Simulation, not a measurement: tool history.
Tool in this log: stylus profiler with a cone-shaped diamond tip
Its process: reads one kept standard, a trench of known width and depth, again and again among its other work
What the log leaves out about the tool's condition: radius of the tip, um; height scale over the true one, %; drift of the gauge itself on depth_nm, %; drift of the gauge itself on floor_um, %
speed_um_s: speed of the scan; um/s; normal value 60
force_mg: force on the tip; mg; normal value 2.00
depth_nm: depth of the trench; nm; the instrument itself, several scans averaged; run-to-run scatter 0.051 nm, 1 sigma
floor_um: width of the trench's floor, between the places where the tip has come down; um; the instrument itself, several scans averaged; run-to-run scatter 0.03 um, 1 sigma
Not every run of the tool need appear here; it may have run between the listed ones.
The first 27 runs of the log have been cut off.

run	hour	speed_um_s	force_mg	scans with this tip	hours of work since the height scale was calibrated	depth_nm	floor_um
28	552.2	224	3.93	12761	915	203.63	97.53
29	573.6	224	3.93	12991	931	203.57	97.52
30	592.3	224	3.93	13193	946	203.53	97.55
31	617.8	20	2.89	13467	965	202.91	97.95
32	643.2	20	2.89	13740	985	203.01	97.96
33	674.0	68	4.06	14072	1009	203.70	97.89
34	704.6	57	3.81	14402	1032	203.46	97.94
35	729.3	57	3.81	14668	1051	203.52	97.82
36	742.9	184	2.00	14815	1062	202.22	97.43

5 ways to go on from here, each from the tool as it stands after run 36. What would each give?
A	761.1	33	2.70	15010	1076	?	?
B	761.1	22	2.64	15010	1076	?	?
C	761.1	16	1.29	15010	1076	?	?
D	761.1	180	4.15	15010	1076	?	?
E	761.1	56	4.60	15010	1076	?	?

run	depth_nm	floor_um
A	202.74	97.97
B	202.87	97.98
C	201.67	97.98
D	203.78	97.60
E	204.01	97.88
Had the tool no hidden state, the same runs would have come out as:
run	depth_nm	floor_um
A	202.74	97.98
B	202.87	97.99
C	201.67	98.00
D	203.77	97.61
E	204.00	97.89
